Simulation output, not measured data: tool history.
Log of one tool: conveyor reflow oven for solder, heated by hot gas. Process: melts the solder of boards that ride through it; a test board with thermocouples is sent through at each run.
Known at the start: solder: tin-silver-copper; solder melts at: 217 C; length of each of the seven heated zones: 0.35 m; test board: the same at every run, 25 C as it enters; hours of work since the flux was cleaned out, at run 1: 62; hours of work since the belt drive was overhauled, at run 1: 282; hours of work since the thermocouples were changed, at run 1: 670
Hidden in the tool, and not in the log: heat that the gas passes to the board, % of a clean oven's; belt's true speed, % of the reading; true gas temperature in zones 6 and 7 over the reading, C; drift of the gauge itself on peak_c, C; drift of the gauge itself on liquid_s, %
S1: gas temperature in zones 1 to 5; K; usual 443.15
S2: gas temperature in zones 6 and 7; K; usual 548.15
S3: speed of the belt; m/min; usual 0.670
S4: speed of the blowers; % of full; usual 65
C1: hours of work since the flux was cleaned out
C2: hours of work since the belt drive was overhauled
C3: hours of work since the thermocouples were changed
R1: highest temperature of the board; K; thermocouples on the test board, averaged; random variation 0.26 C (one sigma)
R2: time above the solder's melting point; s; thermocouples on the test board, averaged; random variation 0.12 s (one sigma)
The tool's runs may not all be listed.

Run 1, hour 0.0: usual settings; C1 62; C2 282; C3 670. Result: R1 530.75 K, R2 49.4 s.
Run 2, hour 16.5: usual settings; C1 71; C2 291; C3 680. Result: R1 530.65 K, R2 49.5 s.
Run 3, hour 33.9: usual settings; C1 82; C2 302; C3 690. Result: R1 531.15 K, R2 49.7 s.
Run 4, hour 47.1: usual settings; C1 90; C2 309; C3 698. Result: R1 530.85 K, R2 49.3 s.
Run 5, hour 60.4: usual settings; C1 97; C2 317; C3 706. Result: R1 530.95 K, R2 49.4 s.
Run 6, hour 85.1: usual settings; C1 112; C2 332; C3 721. Result: R1 530.75 K, R2 49.5 s.
Run 7, hour 110.2: usual settings but S3 0.712 m/min; C1 127; C2 347; C3 736. Result: R1 528.85 K, R2 45.0 s.
Run 8, hour 126.7: usual settings but S3 0.712 m/min; C1 137; C2 357; C3 745. Result: R1 528.35 K, R2 44.9 s.
Run 9, hour 144.8: usual settings but S3 0.712 m/min; C1 147; C2 367; C3 756. Result: R1 528.35 K, R2 45.2 s.
Run 10, hour 159.0: usual settings but S3 0.712 m/min; C1 156; C2 376; C3 764. Result: R1 528.55 K, R2 45.0 s.
Run 11, hour 181.7: usual settings but S1 442.15 K; C1 169; C2 389; C3 778. Result: R1 530.05 K, R2 48.9 s.
Run 12, hour 205.8: usual settings; C1 184; C2 403; C3 792. Result: R1 529.85 K, R2 49.2 s.
Run 13, hour 220.5: usual settings; C1 192; C2 412; C3 801. Result: R1 530.35 K, R2 49.1 s.
Run 14, hour 234.4: usual settings; C1 200; C2 420; C3 809. Result: R1 530.35 K, R2 49.0 s.
Run 15, hour 257.6: usual settings; C1 214; C2 434; C3 823. Result: R1 529.95 K, R2 49.1 s.
Run 16, hour 277.0: usual settings but S3 0.559 m/min; C1 226; C2 446; C3 834. Result: R1 534.55 K, R2 62.8 s.
Run 17, hour 299.6: usual settings but S3 0.562 m/min, S4 58 % of full; C1 239; C2 459; C3 848. Result: R1 533.85 K, R2 61.8 s.
At hour 326.9: flux residue cleaned out of gas plates and filters.
Run 18, hour 331.0: usual settings but S1 458.15 K, S2 545.15 K, S3 0.785 m/min, S4 86 % of full; C1 2; C2 475; C3 863. Result: R1 528.05 K, R2 44.8 s.
Run 19, hour 355.7: usual settings but S2 557.15 K, S3 0.785 m/min, S4 56 % of full; C1 17; C2 489; C3 878. Result: R1 531.55 K, R2 41.6 s.
Run 20, hour 373.5: usual settings but S1 429.15 K, S2 557.15 K, S3 0.779 m/min, S4 77 % of full; C1 28; C2 500; C3 889. Result: R1 532.75 K, R2 40.1 s.
Run 21, hour 392.8: usual settings but S1 435.15 K, S3 0.633 m/min; C1 39; C2 511; C3 900. Result: R1 531.15 K, R2 51.1 s.
Run 22, hour 405.3: usual settings but S1 435.15 K, S3 0.633 m/min; C1 46; C2 519; C3 907. Result: R1 531.25 K, R2 51.0 s.
Run 23, hour 430.3: usual settings but S1 435.15 K, S3 0.633 m/min; C1 61; C2 533; C3 922. Result: R1 530.95 K, R2 51.0 s.
Run 24, hour 453.0: usual settings but S1 453.15 K, S2 563.15 K, S3 0.545 m/min, S4 87 % of full; C1 75; C2 547; C3 936. Result: R1 552.45 K, R2 74.8 s.
Run 25, hour 481.0: usual settings but S1 439.15 K, S2 560.15 K, S4 55 % of full; C1 91; C2 564; C3 952. Result: R1 538.75 K, R2 52.2 s.
Run 26, hour 502.1: usual settings but S1 439.15 K, S2 560.15 K, S4 55 % of full; C1 104; C2 576; C3 965. Result: R1 538.65 K, R2 52.1 s.
Run 27, hour 530.2: usual settings but S1 439.15 K, S2 560.15 K, S4 55 % of full; C1 120; C2 593; C3 981. Result: R1 538.15 K, R2 52.3 s.
Run 28, hour 542.5: usual settings but S1 450.15 K, S2 542.15 K, S3 0.637 m/min, S4 83 % of full; C1 128; C2 600; C3 989. Result: R1 528.65 K, R2 54.1 s.
Run 29, hour 554.2: usual settings but S3 0.626 m/min, S4 67 % of full; C1 135; C2 607; C3 996. Result: R1 531.75 K, R2 54.6 s.
Run 30, hour 568.8: usual settings but S4 63 % of full; C1 143; C2 616; C3 1004. Result: R1 529.25 K, R2 49.0 s.
Run 31, hour 583.9: usual settings but S1 449.15 K, S2 544.15 K, S3 0.789 m/min, S4 73 % of full; C1 152; C2 624; C3 1013. Result: R1 522.85 K, R2 39.4 s.

Forecast each of these 4 alternatives for the next run:
Run A, hour 610.2: usual settings but S1 457.15 K, S2 547.15 K, S3 0.754 m/min, S4 73 % of full; C1 168; C2 640; C3 1029. Result: R1 ?, R2 ?.
Run B, hour 610.2: usual settings but S1 451.15 K, S2 557.15 K, S3 0.789 m/min, S4 74 % of full; C1 168; C2 640; C3 1029. Result: R1 ?, R2 ?.
Run C, hour 610.2: usual settings but S1 433.15 K, S2 537.15 K, S4 72 % of full; C1 168; C2 640; C3 1029. Result: R1 ?, R2 ?.
Run D, hour 610.2: usual settings but S2 559.15 K, S3 0.721 m/min, S4 58 % of full; C1 168; C2 640; C3 1029. Result: R1 ?, R2 ?.

run      R1    R2
  A  528.05  46.7
  B  534.45  45.2
  C  518.95  40.8
  D  535.55  48.3
Without the tool's hidden state the same runs would have given:
run      R1    R2
  A  531.85  47.7
  B  538.35  46.1
  C  522.95  42.9
  D  539.45  49.3

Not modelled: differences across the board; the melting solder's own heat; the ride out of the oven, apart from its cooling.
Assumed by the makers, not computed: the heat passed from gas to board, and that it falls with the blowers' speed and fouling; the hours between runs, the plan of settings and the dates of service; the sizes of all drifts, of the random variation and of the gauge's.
